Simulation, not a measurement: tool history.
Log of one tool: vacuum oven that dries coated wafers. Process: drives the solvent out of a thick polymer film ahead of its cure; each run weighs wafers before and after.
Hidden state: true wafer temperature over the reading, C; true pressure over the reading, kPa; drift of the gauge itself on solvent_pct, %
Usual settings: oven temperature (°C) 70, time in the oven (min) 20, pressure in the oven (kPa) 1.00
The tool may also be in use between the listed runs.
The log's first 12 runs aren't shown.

run     day  oven temperature (°C)  time in the oven (min)  pressure in the oven (kPa)  hours of work since the thermocouples were calibrated  hours of work since the vacuum gauge was cleaned of residue  solvent left in the film (%)
 13   9.375                     70                      20                        1.00                                                    599                                                          455                          1.85
 14   9.971                     70                      20                        1.00                                                    607                                                          463                          2.02
 15  10.958                     70                      12                        1.00                                                    620                                                          476                          4.26
 16  11.562                     70                      12                        1.00                                                    628                                                          484                          4.22
 17  12.371                     70                      20                        1.00                                                    638                                                          495                          1.91
 18  13.162                     70                      20                        1.00                                                    649                                                          505                          1.98
 19  13.929                     55                      20                        1.00                                                    659                                                          515                          6.03
 20  14.971                     55                      16                        0.55                                                    672                                                          529                          7.01

Forecast run 21:
 21  16.017                     55                      16                        0.55                                                    686                                                          543                             ?

solvent left in the film (%): 6.94
Without the tool's hidden state the same run would have given solvent left in the film (%) 6.92.
